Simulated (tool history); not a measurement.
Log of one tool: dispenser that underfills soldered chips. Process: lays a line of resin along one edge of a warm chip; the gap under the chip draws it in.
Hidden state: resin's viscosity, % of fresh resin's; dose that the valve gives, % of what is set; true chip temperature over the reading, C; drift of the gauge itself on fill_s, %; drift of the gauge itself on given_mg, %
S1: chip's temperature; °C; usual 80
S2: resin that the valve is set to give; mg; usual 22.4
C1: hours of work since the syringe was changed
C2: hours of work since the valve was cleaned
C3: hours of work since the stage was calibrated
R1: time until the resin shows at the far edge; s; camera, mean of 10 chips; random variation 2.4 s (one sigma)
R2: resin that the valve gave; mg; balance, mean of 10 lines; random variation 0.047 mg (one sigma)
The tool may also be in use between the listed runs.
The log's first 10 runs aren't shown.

{"run": 11, "hour": 48.3, "S1": 83, "S2": 22.4, "C1": 7, "C2": 52, "C3": 143, "R1": 322.4, "R2": 21.94}
{"run": 12, "hour": 54.0, "S1": 83, "S2": 22.4, "C1": 11, "C2": 56, "C3": 147, "R1": 407.8, "R2": 22.0}
{"hour": 55.6, "done": "dispensing valve cleaned and set on the balance"}
{"hour": 56.4, "done": "new syringe of resin"}
{"run": 13, "hour": 58.9, "S1": 87, "S2": 22.4, "C1": 2, "C2": 2, "C3": 150, "R1": 210.8, "R2": 22.26}
{"run": 14, "hour": 65.8, "S1": 87, "S2": 22.4, "C1": 7, "C2": 7, "C3": 155, "R1": 283.5, "R2": 22.26}
{"run": 15, "hour": 70.3, "S1": 80, "S2": 22.4, "C1": 10, "C2": 11, "C3": 158, "R1": 441.7, "R2": 22.12}
{"hour": 72.6, "done": "new syringe of resin"}
{"run": 16, "hour": 75.9, "S1": 80, "S2": 22.4, "C1": 2, "C2": 15, "C3": 162, "R1": 277.9, "R2": 22.18}
{"run": 17, "hour": 82.0, "S1": 80, "S2": 22.4, "C1": 7, "C2": 19, "C3": 167, "R1": 365.3, "R2": 22.23}
{"run": 18, "hour": 86.2, "S1": 80, "S2": 21.6, "C1": 10, "C2": 23, "C3": 170, "R1": 425.9, "R2": 21.24}
{"hour": 88.9, "done": "new syringe of resin"}
{"run": 19, "hour": 89.9, "S1": 80, "S2": 21.6, "C1": 1, "C2": 25, "C3": 173, "R1": 256.3, "R2": 21.24}
{"run": 20, "hour": 95.2, "S1": 82, "S2": 20.1, "C1": 5, "C2": 29, "C3": 177, "R1": 295.8, "R2": 19.76}
{"run": 21, "hour": 99.9, "S1": 82, "S2": 20.1, "C1": 8, "C2": 33, "C3": 180, "R1": 361.6, "R2": 19.8}
{"hour": 105.0, "done": "new syringe of resin"}
{"run": 22, "hour": 106.8, "S1": 85, "S2": 24.9, "C1": 1, "C2": 38, "C3": 185, "R1": 213.3, "R2": 24.4}
{"run": 23, "hour": 110.6, "S1": 85, "S2": 24.9, "C1": 4, "C2": 41, "C3": 188, "R1": 247.1, "R2": 24.4}
{"run": 24, "hour": 116.2, "S1": 85, "S2": 24.9, "C1": 8, "C2": 45, "C3": 192, "R1": 309.7, "R2": 24.32}
{"run": 25, "hour": 120.1, "S1": 78, "S2": 19.9, "C1": 11, "C2": 48, "C3": 195, "R1": 496.0, "R2": 19.44}
{"hour": 121.5, "done": "new syringe of resin"}
{"run": 26, "hour": 124.1, "S1": 78, "S2": 19.9, "C1": 2, "C2": 51, "C3": 198, "R1": 301.8, "R2": 19.32}
{"run": 27, "hour": 130.4, "S1": 80, "S2": 26.0, "C1": 7, "C2": 55, "C3": 203, "R1": 346.1, "R2": 25.34}
{"hour": 133.3, "done": "dispensing valve cleaned and set on the balance"}
{"run": 28, "hour": 136.8, "S1": 66, "S2": 25.8, "C1": 11, "C2": 3, "C3": 207, "R1": 762.0, "R2": 25.77}
{"hour": 138.9, "done": "new syringe of resin"}
{"run": 29, "hour": 140.8, "S1": 87, "S2": 27.6, "C1": 1, "C2": 5, "C3": 209, "R1": 195.1, "R2": 27.58}
{"run": 30, "hour": 147.1, "S1": 80, "S2": 27.2, "C1": 6, "C2": 10, "C3": 214, "R1": 331.9, "R2": 27.2}
{"run": 31, "hour": 153.5, "S1": 77, "S2": 19.9, "C1": 11, "C2": 15, "C3": 219, "R1": 496.0, "R2": 19.83}
{"hour": 155.2, "done": "new syringe of resin"}
{"run": 32, "hour": 157.2, "S1": 77, "S2": 19.9, "C1": 1, "C2": 18, "C3": 222, "R1": 309.7, "R2": 19.8}
{"run": 33, "hour": 161.4, "S1": 77, "S2": 26.9, "C1": 5, "C2": 21, "C3": 225, "R1": 364.0, "R2": 26.69}
{"run": 34, "hour": 166.6, "S1": 82, "S2": 25.9, "C1": 9, "C2": 25, "C3": 229, "R1": 367.4, "R2": 25.69}
{"run": 35, "hour": 170.9, "S1": 82, "S2": 25.9, "C1": 12, "C2": 28, "C3": 232, "R1": 429.2, "R2": 25.63}

Forecast each of these 4 alternatives for the next run:
{"hour": 171.5, "done": "new syringe of resin"}
{"run": "A", "hour": 174.8, "S1": 77, "S2": 22.4, "C1": 3, "C2": 31, "C3": 235, "R1": "?", "R2": "?"}
{"hour": 171.5, "done": "new syringe of resin"}
{"run": "B", "hour": 174.8, "S1": 77, "S2": 22.4, "C1": 3, "C2": 31, "C3": 235, "R1": "?", "R2": "?"}
{"hour": 171.5, "done": "new syringe of resin"}
{"run": "C", "hour": 174.8, "S1": 89, "S2": 24.5, "C1": 3, "C2": 31, "C3": 235, "R1": "?", "R2": "?"}
{"hour": 171.5, "done": "new syringe of resin"}
{"run": "D", "hour": 174.8, "S1": 66, "S2": 27.3, "C1": 3, "C2": 31, "C3": 235, "R1": "?", "R2": "?"}

run=A R1=327.5 R2=22.18
run=B R1=321.7 R2=22.18
run=C R1=203.0 R2=24.35
run=D R1=491.7 R2=27.02
Without the tool's hidden state the same runs would have given:
run=A R1=270.3 R2=22.43
run=B R1=265.6 R2=22.43
run=C R1=168.2 R2=24.63
run=D R1=404.9 R2=27.32
